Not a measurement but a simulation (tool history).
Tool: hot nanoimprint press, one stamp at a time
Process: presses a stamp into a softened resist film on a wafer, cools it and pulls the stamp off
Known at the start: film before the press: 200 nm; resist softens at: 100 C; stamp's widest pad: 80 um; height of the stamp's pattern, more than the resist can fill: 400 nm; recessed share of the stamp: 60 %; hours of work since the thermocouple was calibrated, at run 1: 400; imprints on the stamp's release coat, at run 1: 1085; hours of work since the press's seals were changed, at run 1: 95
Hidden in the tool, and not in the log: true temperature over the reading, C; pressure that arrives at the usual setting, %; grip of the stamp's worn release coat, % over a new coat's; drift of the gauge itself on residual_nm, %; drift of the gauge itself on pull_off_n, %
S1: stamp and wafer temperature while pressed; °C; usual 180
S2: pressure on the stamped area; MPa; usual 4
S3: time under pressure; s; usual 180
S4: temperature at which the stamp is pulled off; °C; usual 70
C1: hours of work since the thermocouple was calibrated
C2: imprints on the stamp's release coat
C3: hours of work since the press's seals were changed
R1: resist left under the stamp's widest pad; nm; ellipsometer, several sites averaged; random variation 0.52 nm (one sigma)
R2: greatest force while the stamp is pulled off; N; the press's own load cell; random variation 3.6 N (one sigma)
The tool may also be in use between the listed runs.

run 1 hour=0 | S1=180 S2=4 S3=180 S4=70 | C1=400 C2=1085 C3=95 | R1=114.5 R2=240
run 2 hour=16.8 | S1=180 S2=4 S3=180 S4=62 | C1=409 C2=1132 C3=104 | R1=114.7 R2=255
run 3 hour=42.3 | S1=180 S2=4 S3=180 S4=61 | C1=422 C2=1203 C3=117 | R1=114.1 R2=260
run 4 hour=53.1 | S1=180 S2=4.22 S3=180 S4=70 | C1=428 C2=1233 C3=123 | R1=112.4 R2=237
run 5 hour=71.7 | S1=180 S2=4.22 S3=180 S4=70 | C1=438 C2=1285 C3=133 | R1=112.3 R2=237
run 6 hour=82.8 | S1=180 S2=4 S3=180 S4=70 | C1=444 C2=1316 C3=139 | R1=115.2 R2=240
run 7 hour=105.5 | S1=172 S2=4 S3=180 S4=70 | C1=456 C2=1379 C3=151 | R1=149 R2=249
run 8 hour=119.7 | S1=172 S2=4 S3=180 S4=70 | C1=464 C2=1419 C3=159 | R1=148.9 R2=248
-- hour=135.5 plate thermocouple calibrated
-- hour=147.4 stamp cleaned and given a new release coat
run 9 hour=149 | S1=180 S2=4 S3=145 S4=70 | C1=4 C2=4 C3=170 | R1=119.4 R2=177
run 10 hour=173.7 | S1=180 S2=4 S3=145 S4=70 | C1=17 C2=73 C3=183 | R1=119.2 R2=182
run 11 hour=188.3 | S1=180 S2=4 S3=145 S4=60 | C1=25 C2=114 C3=191 | R1=120.4 R2=192
run 12 hour=214.9 | S1=180 S2=4 S3=156 S4=60 | C1=39 C2=188 C3=205 | R1=117.6 R2=206
run 13 hour=238.5 | S1=180 S2=4 S3=156 S4=60 | C1=52 C2=254 C3=218 | R1=117.7 R2=198
run 14 hour=260.9 | S1=180 S2=4 S3=180 S4=64 | C1=64 C2=316 C3=230 | R1=113.1 R2=199
run 15 hour=284.3 | S1=180 S2=4 S3=119 S4=70 | C1=77 C2=381 C3=242 | R1=127.5 R2=195
run 16 hour=305.3 | S1=191 S2=4 S3=146 S4=70 | C1=88 C2=440 C3=254 | R1=82.3 R2=201
run 17 hour=317 | S1=191 S2=4 S3=146 S4=70 | C1=94 C2=472 C3=260 | R1=82.6 R2=197
run 18 hour=339.3 | S1=191 S2=4 S3=146 S4=70 | C1=106 C2=534 C3=272 | R1=82 R2=201
run 19 hour=355.4 | S1=180 S2=3.75 S3=316 S4=71 | C1=115 C2=579 C3=281 | R1=97.1 R2=197
run 20 hour=368.3 | S1=180 S2=3.75 S3=316 S4=71 | C1=122 C2=615 C3=288 | R1=96.6 R2=208
run 21 hour=390.3 | S1=190 S2=2.92 S3=180 S4=67 | C1=133 C2=676 C3=299 | R1=92.9 R2=213
run 22 hour=414.1 | S1=170 S2=3.84 S3=260 S4=58 | C1=146 C2=743 C3=312 | R1=146.4 R2=229
run 23 hour=439.2 | S1=185 S2=4.9 S3=180 S4=70 | C1=160 C2=813 C3=326 | R1=86 R2=222
run 24 hour=455.7 | S1=185 S2=4.9 S3=180 S4=70 | C1=169 C2=859 C3=334 | R1=85.5 R2=219
run 25 hour=480.5 | S1=185 S2=4.9 S3=180 S4=70 | C1=182 C2=928 C3=348 | R1=85.8 R2=216
run 26 hour=495.4 | S1=185 S2=4.9 S3=333 S4=70 | C1=190 C2=969 C3=356 | R1=68.7 R2=222
run 27 hour=513.3 | S1=179 S2=4.9 S3=333 S4=70 | C1=199 C2=1019 C3=365 | R1=88 R2=221
run 28 hour=528.4 | S1=179 S2=4.9 S3=333 S4=70 | C1=208 C2=1061 C3=373 | R1=87.9 R2=234
run 29 hour=544.1 | S1=174 S2=3.7 S3=113 S4=55 | C1=216 C2=1105 C3=382 | R1=157.4 R2=251

Forecast each of these 4 alternatives for the next run:
run A hour=557.4 | S1=180 S2=4 S3=165 S4=70 | C1=223 C2=1142 C3=389 | R1=? R2=?
run B hour=557.4 | S1=174 S2=3.7 S3=113 S4=77 | C1=223 C2=1142 C3=389 | R1=? R2=?
run C hour=557.4 | S1=171 S2=3.18 S3=326 S4=55 | C1=223 C2=1142 C3=389 | R1=? R2=?
run D hour=557.4 | S1=179 S2=3.33 S3=180 S4=70 | C1=223 C2=1142 C3=389 | R1=? R2=?

run=A R1=117.2 R2=234
run=B R1=157.8 R2=227
run=C R1=142.8 R2=262
run=D R1=128 R2=233
Without the tool's hidden state the same runs would have given:
run=A R1=114.6 R2=175
run=B R1=155.6 R2=171
run=C R1=140.4 R2=197
run=D R1=125.5 R2=175

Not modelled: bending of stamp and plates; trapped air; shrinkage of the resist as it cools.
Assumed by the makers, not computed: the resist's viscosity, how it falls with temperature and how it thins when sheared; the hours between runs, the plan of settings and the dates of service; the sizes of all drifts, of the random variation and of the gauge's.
